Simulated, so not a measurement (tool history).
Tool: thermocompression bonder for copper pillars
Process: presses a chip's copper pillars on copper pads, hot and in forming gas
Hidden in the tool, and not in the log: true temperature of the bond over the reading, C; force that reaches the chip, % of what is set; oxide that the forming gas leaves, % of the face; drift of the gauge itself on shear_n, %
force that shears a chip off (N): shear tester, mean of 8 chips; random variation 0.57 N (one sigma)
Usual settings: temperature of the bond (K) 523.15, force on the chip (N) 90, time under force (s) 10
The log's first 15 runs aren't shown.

| run | hour | temperature of the bond (K) | force on the chip (N) | time under force (s) | hours of work since the heater was calibrated | hours of work since the force cell was calibrated | hours of work since the gas filter was changed | force that shears a chip off (N) |
|---|---|---|---|---|---|---|---|---|
| 16 | 143.4 | 523.15 | 90 | 10 | 121 | 211 | 296 | 34.2 |
| 17 | 157.6 | 523.15 | 90 | 10 | 129 | 219 | 304 | 33.3 |
| 18 | 166.7 | 523.15 | 90 | 10 | 134 | 224 | 309 | 33.4 |
| 19 | 180.9 | 523.15 | 96 | 10 | 142 | 231 | 316 | 36.7 |
|  | 183.8 | heater calibrated with a thermocouple chip |
| 20 | 195.2 | 549.15 | 90 | 12 | 6 | 238 | 323 | 48 |
| 21 | 208.4 | 523.15 | 115 | 20 | 14 | 245 | 331 | 54.6 |
| 22 | 220.7 | 523.15 | 115 | 20 | 20 | 252 | 337 | 55.6 |
| 23 | 232.4 | 523.15 | 115 | 20 | 27 | 259 | 344 | 55.5 |
| 24 | 240 | 523.15 | 115 | 20 | 31 | 263 | 348 | 54.2 |
|  | 246.3 | heater calibrated with a thermocouple chip, once more |
| 25 | 256.4 | 516.15 | 76 | 26 | 6 | 271 | 356 | 34.1 |
| 26 | 268.3 | 542.15 | 65 | 10 | 12 | 278 | 363 | 27.5 |
|  | 276.1 | forming gas filter changed |
| 27 | 279.8 | 522.15 | 65 | 6 | 18 | 284 | 2 | 20.2 |
| 28 | 291.5 | 522.15 | 65 | 6 | 25 | 290 | 9 | 19.1 |
| 29 | 305.6 | 522.15 | 65 | 6 | 33 | 298 | 16 | 19.8 |
| 30 | 313.4 | 497.15 | 82 | 10 | 37 | 302 | 21 | 22.8 |
| 31 | 325.3 | 550.15 | 101 | 9 | 43 | 309 | 27 | 52.9 |
| 32 | 339.8 | 523.15 | 73 | 10 | 51 | 317 | 35 | 28.6 |
| 33 | 348 | 530.15 | 124 | 15 | 56 | 321 | 40 | 62.1 |
| 34 | 359.5 | 530.15 | 124 | 15 | 62 | 328 | 46 | 61.2 |
| 35 | 368.4 | 527.15 | 91 | 10 | 67 | 333 | 51 | 39.4 |
| 36 | 378.7 | 523.15 | 90 | 22 | 73 | 338 | 57 | 49.8 |

Forecast each of these 4 alternatives for the next run:
| A | 386.9 | 551.15 | 55 | 11 | 78 | 343 | 61 | ? |
| B | 386.9 | 494.15 | 98 | 5 | 78 | 343 | 61 | ? |
| C | 386.9 | 535.15 | 90 | 19 | 78 | 343 | 61 | ? |
| D | 386.9 | 523.15 | 54 | 28 | 78 | 343 | 61 | ? |

| run | force that shears a chip off (N) |
|---|---|
| A | 30.6 |
| B | 20.5 |
| C | 50.9 |
| D | 31.1 |
Without the tool's hidden state the same runs would have given:
| run | force that shears a chip off (N) |
|---|---|
| A | 30.5 |
| B | 20.3 |
| C | 50.8 |
| D | 30.9 |

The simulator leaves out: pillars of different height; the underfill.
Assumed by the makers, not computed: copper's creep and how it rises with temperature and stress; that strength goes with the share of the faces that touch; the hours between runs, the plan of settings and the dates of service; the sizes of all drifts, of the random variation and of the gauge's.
